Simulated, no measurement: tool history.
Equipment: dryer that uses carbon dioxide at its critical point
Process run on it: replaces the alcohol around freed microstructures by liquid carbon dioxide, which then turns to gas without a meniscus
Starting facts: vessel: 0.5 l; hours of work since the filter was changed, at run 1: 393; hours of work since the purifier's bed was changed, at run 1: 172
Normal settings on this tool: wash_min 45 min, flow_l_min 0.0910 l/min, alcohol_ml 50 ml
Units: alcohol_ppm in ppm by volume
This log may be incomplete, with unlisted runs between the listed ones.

run,day,wash_min,flow_l_min,alcohol_ml,hours of work since the filter was changed,hours of work since the purifier's bed was changed,alcohol_ppm
1,0.000,45,0.0910,50,393,172,365
2,0.642,45,0.0910,50,403,182,360
3,1.308,45,0.0910,50,414,192,361
4,1.683,45,0.0910,50,420,199,368
5,2.188,45,0.0910,50,428,207,370
6,2.554,45,0.0910,50,434,212,386
7,2.958,45,0.0910,50,440,219,388
8,3.671,45,0.0910,50,452,230,387
9,4.279,45,0.0910,50,462,240,400
10,5.033,45,0.0910,50,474,252,437
11,5.692,45,0.0910,50,484,263,425
12,6.038,45,0.0910,50,490,268,437
13,6.596,45,0.0910,31,499,277,314
14,7.350,45,0.0910,50,511,289,462
15,8.033,45,0.0910,50,522,300,476
16,8.567,45,0.0910,50,530,309,481
17,9.071,45,0.0910,50,538,317,498
18,9.404,45,0.0910,50,544,322,480
# day 9.733: inlet filter changed
19,9.962,45,0.0910,50,4,331,263
20,10.379,45,0.0910,50,10,337,275
21,10.946,45,0.0910,50,19,346,269
22,11.733,49,0.0910,50,32,359,215
23,12.158,49,0.0910,50,39,366,213
24,12.692,31,0.1390,50,47,374,229
25,13.112,37,0.1238,39,54,381,184
26,13.654,45,0.0764,95,63,390,983
27,14.225,45,0.1126,58,72,399,178
28,14.792,52,0.1126,58,81,408,161
29,15.571,52,0.1126,58,94,421,158
30,16.254,68,0.0827,38,105,431,163
31,16.829,28,0.0827,69,114,441,3948
32,17.167,46,0.0910,40,119,446,279
33,17.658,46,0.0910,40,127,454,280
34,18.396,46,0.0562,40,139,466,1738
35,19.175,45,0.1417,50,151,478,180
36,19.767,45,0.1417,50,161,488,170
37,20.333,31,0.0633,35,170,497,3838
38,20.838,45,0.1448,45,178,505,176
39,21.446,45,0.1448,45,188,515,191
40,21.779,53,0.0910,99,193,520,305
41,22.150,53,0.0910,99,199,526,305
42,22.908,46,0.0708,25,211,538,566
43,23.554,46,0.0708,25,222,549,570
44,24.304,46,0.0708,25,234,561,586
45,25.083,46,0.0708,25,246,573,596
46,25.871,33,0.1229,60,259,586,463

How would selected steps in alcohol_ppm from run to run divide? Give the signed amount a tool lacking its hidden state would still show from settings, what came in and random variation, and the signed amount left for the hidden state, including any gauge scatter that is not in both of the compared results.
The hidden state here: flow that reaches the vessel past the clogged filter, %; alcohol in the recycled carbon dioxide, ppm; drift of the gauge itself on alcohol_ppm, %.
Run 30 -> 31: wash_min 68 -> 28, alcohol_ml 38 -> 69. alcohol_ppm +3785 ppm by volume: hidden state +418, all else +3367.
Run 31 -> 32: wash_min 28 -> 46, flow_l_min 0.0827 -> 0.0910, alcohol_ml 69 -> 40. alcohol_ppm -3669 ppm by volume: hidden state -391, all else -3278.
Run 36 -> 37: wash_min 45 -> 31, flow_l_min 0.1417 -> 0.0633, alcohol_ml 50 -> 35. alcohol_ppm +3668 ppm by volume: hidden state +505, all else +3163.
Run 37 -> 38: wash_min 31 -> 45, flow_l_min 0.0633 -> 0.1448, alcohol_ml 35 -> 45. alcohol_ppm -3662 ppm by volume: hidden state -498, all else -3164.
